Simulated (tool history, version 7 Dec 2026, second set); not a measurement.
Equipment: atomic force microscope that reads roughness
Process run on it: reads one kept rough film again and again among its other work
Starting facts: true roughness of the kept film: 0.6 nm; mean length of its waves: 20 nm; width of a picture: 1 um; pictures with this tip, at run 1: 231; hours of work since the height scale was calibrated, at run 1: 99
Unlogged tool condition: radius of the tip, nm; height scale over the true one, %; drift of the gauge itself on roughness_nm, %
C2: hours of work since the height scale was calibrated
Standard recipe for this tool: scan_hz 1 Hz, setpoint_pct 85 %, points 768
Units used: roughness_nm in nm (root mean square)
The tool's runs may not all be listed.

run 1 hour=0 | scan_hz=1 setpoint_pct=85 points=768 | pictures_with_this_tip=231 C2=99 | roughness_nm=0.525
run 2 hour=47.4 | scan_hz=1 setpoint_pct=85 points=691 | pictures_with_this_tip=311 C2=124 | roughness_nm=0.524
-- hour=58.9 new tip fitted
run 3 hour=73.2 | scan_hz=1 setpoint_pct=85 points=691 | pictures_with_this_tip=24 C2=137 | roughness_nm=0.518
run 4 hour=114.9 | scan_hz=1 setpoint_pct=85 points=691 | pictures_with_this_tip=94 C2=159 | roughness_nm=0.524
run 5 hour=159.1 | scan_hz=1 setpoint_pct=85 points=430 | pictures_with_this_tip=167 C2=182 | roughness_nm=0.522
run 6 hour=188.5 | scan_hz=1 setpoint_pct=85 points=430 | pictures_with_this_tip=217 C2=198 | roughness_nm=0.516
run 7 hour=233 | scan_hz=1 setpoint_pct=85 points=430 | pictures_with_this_tip=291 C2=221 | roughness_nm=0.516
-- hour=252.5 new tip fitted
run 8 hour=259.5 | scan_hz=1 setpoint_pct=85 points=768 | pictures_with_this_tip=11 C2=235 | roughness_nm=0.516
run 9 hour=299.5 | scan_hz=1 setpoint_pct=85 points=768 | pictures_with_this_tip=78 C2=256 | roughness_nm=0.523
run 10 hour=353.9 | scan_hz=1 setpoint_pct=85 points=768 | pictures_with_this_tip=169 C2=285 | roughness_nm=0.528
run 11 hour=387.4 | scan_hz=1 setpoint_pct=76 points=768 | pictures_with_this_tip=225 C2=302 | roughness_nm=0.536
run 12 hour=427.2 | scan_hz=1 setpoint_pct=76 points=768 | pictures_with_this_tip=292 C2=323 | roughness_nm=0.537
-- hour=447.8 new tip fitted
run 13 hour=455.6 | scan_hz=1 setpoint_pct=85 points=768 | pictures_with_this_tip=13 C2=338 | roughness_nm=0.526
run 14 hour=483.8 | scan_hz=1 setpoint_pct=85 points=344 | pictures_with_this_tip=60 C2=353 | roughness_nm=0.516
run 15 hour=538 | scan_hz=2.95 setpoint_pct=85 points=734 | pictures_with_this_tip=151 C2=381 | roughness_nm=0.464
run 16 hour=570.8 | scan_hz=3.65 setpoint_pct=76 points=445 | pictures_with_this_tip=206 C2=399 | roughness_nm=0.471
run 17 hour=615.4 | scan_hz=3.65 setpoint_pct=76 points=726 | pictures_with_this_tip=280 C2=422 | roughness_nm=0.473
run 18 hour=638.7 | scan_hz=3.65 setpoint_pct=76 points=726 | pictures_with_this_tip=319 C2=434 | roughness_nm=0.477
-- hour=644.1 new tip fitted
run 19 hour=672.7 | scan_hz=3.65 setpoint_pct=76 points=726 | pictures_with_this_tip=48 C2=452 | roughness_nm=0.479
run 20 hour=711.1 | scan_hz=3.65 setpoint_pct=76 points=726 | pictures_with_this_tip=112 C2=472 | roughness_nm=0.477
run 21 hour=751 | scan_hz=3.65 setpoint_pct=66 points=726 | pictures_with_this_tip=179 C2=493 | roughness_nm=0.515
run 22 hour=785.5 | scan_hz=3.65 setpoint_pct=66 points=726 | pictures_with_this_tip=237 C2=511 | roughness_nm=0.512
run 23 hour=828.1 | scan_hz=1.54 setpoint_pct=62 points=337 | pictures_with_this_tip=308 C2=534 | roughness_nm=0.534
-- hour=838.4 new tip fitted
run 24 hour=882.7 | scan_hz=1.46 setpoint_pct=85 points=768 | pictures_with_this_tip=74 C2=562 | roughness_nm=0.506
run 25 hour=936.9 | scan_hz=1.05 setpoint_pct=70 points=768 | pictures_with_this_tip=165 C2=591 | roughness_nm=0.544
run 26 hour=987.5 | scan_hz=0.72 setpoint_pct=85 points=768 | pictures_with_this_tip=249 C2=617 | roughness_nm=0.533
run 27 hour=1030.2 | scan_hz=0.72 setpoint_pct=85 points=768 | pictures_with_this_tip=321 C2=640 | roughness_nm=0.531

What if the next run were any one of these 3? Each begins from the tool's condition after run 27:
-- hour=1033.2 new tip fitted
run A hour=1055.7 | scan_hz=1 setpoint_pct=70 points=782 | pictures_with_this_tip=38 C2=653 | roughness_nm=?
-- hour=1033.2 new tip fitted
run B hour=1055.7 | scan_hz=1.05 setpoint_pct=76 points=734 | pictures_with_this_tip=38 C2=653 | roughness_nm=?
-- hour=1033.2 new tip fitted
run C hour=1055.7 | scan_hz=1.76 setpoint_pct=70 points=733 | pictures_with_this_tip=38 C2=653 | roughness_nm=?

run=A roughness_nm=0.546
run=B roughness_nm=0.533
run=C roughness_nm=0.531
The same runs, with their run-to-run variation unchanged, on a tool lacking any hidden condition would have given:
run=A roughness_nm=0.546
run=B roughness_nm=0.533
run=C roughness_nm=0.531
